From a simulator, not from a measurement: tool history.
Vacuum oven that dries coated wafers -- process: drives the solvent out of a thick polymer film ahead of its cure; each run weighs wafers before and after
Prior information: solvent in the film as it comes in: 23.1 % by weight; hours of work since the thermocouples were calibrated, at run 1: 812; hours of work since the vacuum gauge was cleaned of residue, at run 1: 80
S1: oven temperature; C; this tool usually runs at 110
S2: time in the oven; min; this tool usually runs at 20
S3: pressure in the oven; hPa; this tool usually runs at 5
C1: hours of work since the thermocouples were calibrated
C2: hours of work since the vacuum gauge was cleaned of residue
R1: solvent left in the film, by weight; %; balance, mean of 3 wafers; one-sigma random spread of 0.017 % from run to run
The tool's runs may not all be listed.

run 1 day=0 | S1=110 S2=20 S3=5 | C1=812 C2=80 | R1=1.86
run 2 day=0.621 | S1=110 S2=20 S3=11.73 | C1=823 C2=91 | R1=2.27
run 3 day=0.992 | S1=110 S2=20 S3=11.73 | C1=829 C2=97 | R1=2.3
run 4 day=1.508 | S1=110 S2=20 S3=11.73 | C1=838 C2=106 | R1=2.29
run 5 day=2.121 | S1=110 S2=20 S3=11.73 | C1=848 C2=116 | R1=2.29
run 6 day=2.658 | S1=110 S2=20 S3=6.49 | C1=857 C2=125 | R1=1.94
run 7 day=3.042 | S1=117 S2=20 S3=5 | C1=864 C2=131 | R1=0.7
run 8 day=3.704 | S1=110 S2=20 S3=5 | C1=875 C2=143 | R1=1.9
run 9 day=4.396 | S1=110 S2=20 S3=5 | C1=886 C2=154 | R1=1.86
run 10 day=5.088 | S1=110 S2=22 S3=5 | C1=898 C2=166 | R1=1.52
run 11 day=5.5 | S1=110 S2=22 S3=5 | C1=905 C2=173 | R1=1.54
run 12 day=5.962 | S1=110 S2=20 S3=5 | C1=913 C2=181 | R1=1.86
run 13 day=6.3 | S1=110 S2=20 S3=4.18 | C1=919 C2=186 | R1=1.82
run 14 day=6.758 | S1=110 S2=20 S3=5 | C1=926 C2=194 | R1=1.86
run 15 day=7.283 | S1=116 S2=20 S3=5 | C1=935 C2=203 | R1=0.8
run 16 day=7.862 | S1=116 S2=20 S3=5 | C1=945 C2=213 | R1=0.81
run 17 day=8.225 | S1=110 S2=20 S3=5 | C1=951 C2=219 | R1=1.83
run 18 day=8.962 | S1=110 S2=20 S3=5 | C1=963 C2=231 | R1=1.86
run 19 day=9.429 | S1=122 S2=20 S3=5 | C1=971 C2=239 | R1=0.36
run 20 day=9.829 | S1=110 S2=20 S3=5 | C1=978 C2=246 | R1=1.86
run 21 day=10.383 | S1=110 S2=20 S3=5 | C1=987 C2=255 | R1=1.83
-- day=10.658 oven's thermocouples calibrated
run 22 day=11.104 | S1=110 S2=20 S3=5 | C1=8 C2=266 | R1=1.87
run 23 day=11.796 | S1=98 S2=11 S3=6.59 | C1=19 C2=278 | R1=10.05
run 24 day=12.171 | S1=98 S2=11 S3=6.59 | C1=25 C2=284 | R1=10.07
run 25 day=12.671 | S1=98 S2=11 S3=6.59 | C1=34 C2=292 | R1=10.07
run 26 day=13.229 | S1=98 S2=11 S3=6.59 | C1=43 C2=302 | R1=10.01
run 27 day=13.642 | S1=98 S2=11 S3=6.59 | C1=50 C2=309 | R1=10.07
run 28 day=14.046 | S1=98 S2=11 S3=6.59 | C1=57 C2=315 | R1=10.06
run 29 day=14.379 | S1=98 S2=11 S3=6.59 | C1=63 C2=321 | R1=10.05
run 30 day=14.738 | S1=98 S2=11 S3=6.59 | C1=69 C2=327 | R1=9.98
run 31 day=15.221 | S1=98 S2=11 S3=6.59 | C1=77 C2=335 | R1=10.03
run 32 day=15.888 | S1=115 S2=20 S3=5 | C1=88 C2=347 | R1=0.97
run 33 day=16.558 | S1=115 S2=20 S3=5 | C1=99 C2=358 | R1=0.96
run 34 day=17.054 | S1=115 S2=20 S3=5 | C1=108 C2=366 | R1=0.92
run 35 day=17.608 | S1=102 S2=26 S3=18.26 | C1=117 C2=376 | R1=3.97
run 36 day=18.304 | S1=110 S2=32 S3=2.67 | C1=129 C2=387 | R1=0.51
run 37 day=18.708 | S1=100 S2=32 S3=6.02 | C1=136 C2=394 | R1=2.64
run 38 day=19.083 | S1=100 S2=16 S3=3.1 | C1=142 C2=400 | R1=6.54
run 39 day=19.742 | S1=102 S2=15 S3=5.99 | C1=153 C2=411 | R1=6.32

Below are 4 alternative next runs, each starting from the tool's condition after run 39. Predict each:
run A day=20.071 | S1=106 S2=15 S3=3.48 | C1=159 C2=417 | R1=?
run B day=20.071 | S1=102 S2=15 S3=12.52 | C1=159 C2=417 | R1=?
run C day=20.071 | S1=118 S2=29 S3=5.99 | C1=159 C2=417 | R1=?
run D day=20.071 | S1=118 S2=11 S3=6.85 | C1=159 C2=417 | R1=?

run=A R1=4.46
run=B R1=6.7
run=C R1=0.4
run=D R1=2.47
Stripped of hidden state, with their random variation kept, the same runs would have yielded:
run=A R1=4.46
run=B R1=6.7
run=C R1=0.4
run=D R1=2.47
